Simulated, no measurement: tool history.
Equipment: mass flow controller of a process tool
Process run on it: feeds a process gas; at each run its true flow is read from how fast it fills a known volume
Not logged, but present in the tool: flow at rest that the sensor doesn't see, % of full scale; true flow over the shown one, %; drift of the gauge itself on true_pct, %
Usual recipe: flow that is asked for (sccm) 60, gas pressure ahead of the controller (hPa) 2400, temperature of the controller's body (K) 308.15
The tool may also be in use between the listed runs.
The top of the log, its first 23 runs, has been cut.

run    hour  flow that is asked for (sccm)  gas pressure ahead of the controller (hPa)  temperature of the controller's body (K)  hours of work since the controller was set to zero  hours of work since the controller was changed  true flow (%)
 24  3324.3                             60                                        2400                                    296.15                                                 293                                            3237         101.89
 25  3453.1                             60                                        1640                                    305.15                                                 382                                            3326         102.33
 26  3537.7                             22                                        1570                                    296.15                                                 441                                            3385         106.43
     3552.6  -- controller's zero set anew, once more
 27  3650.9                             22                                        1570                                    296.15                                                  68                                            3464          98.04
 28  3835.3                             34                                        2440                                    296.15                                                 197                                            3592          98.87
 29  3961.3                             53                                        2400                                    308.15                                                 284                                            3679         100.31
 30  4078.2                             60                                        1640                                    312.15                                                 366                                            3761         100.29
 31  4232.7                             60                                        1640                                    312.15                                                 473                                            3868         100.32
 32  4390.8                            155                                        2390                                    311.15                                                 583                                            3978         102.23
 33  4478.3                            155                                        2390                                    311.15                                                 644                                            4039         102.21
 34  4660.4                            155                                        2390                                    311.15                                                 770                                            4165         102.25
 35  4745.7                            155                                        2390                                    311.15                                                 830                                            4225         102.36
 36    4842                            185                                        1910                                    308.15                                                 897                                            4292         102.27
 37  5038.2                            185                                        1910                                    308.15                                                1033                                            4428         102.16
 38  5126.6                             60                                        2400                                    295.15                                                1095                                            4490          99.91
 39  5248.3                             60                                        2400                                    295.15                                                1179                                            4574         100.03
 40  5412.3                             29                                        2550                                    304.15                                                1293                                            4688         101.38
 41  5556.2                             60                                        1540                                    308.15                                                1393                                            4788         100.79
 42  5672.2                             60                                        2400                                    313.15                                                1474                                            4869          101.9
 43  5787.6                             60                                        1810                                    308.15                                                1554                                            4949         101.14
 44  5980.7                             36                                        2400                                    304.15                                                1688                                            5084         101.61
 45  6088.3                            169                                        2400                                    312.15                                                1763                                            5158         103.14
 46  6186.3                            169                                        2400                                    312.15                                                1832                                            5227         103.19
 47  6351.8                             91                                        1410                                    301.15                                                1947                                            5342         100.63
 48  6488.3                            193                                        2390                                    312.15                                                2041                                            5437         103.56

What if the next run were any one of these 3? Each begins from the tool's condition after run 48:
  A  6590.5                             26                                        2390                                    302.15                                                2113                                            5508              ?
  B  6590.5                             20                                        1800                                    308.15                                                2113                                            5508              ?
  C  6590.5                             31                                        2560                                    305.15                                                2113                                            5508              ?

run  true flow (%)
  A         102.58
  B         103.63
  C         102.73
Had the tool no hidden state, the same runs would have come out as:
run  true flow (%)
  A          97.74
  B          97.88
  C          98.37
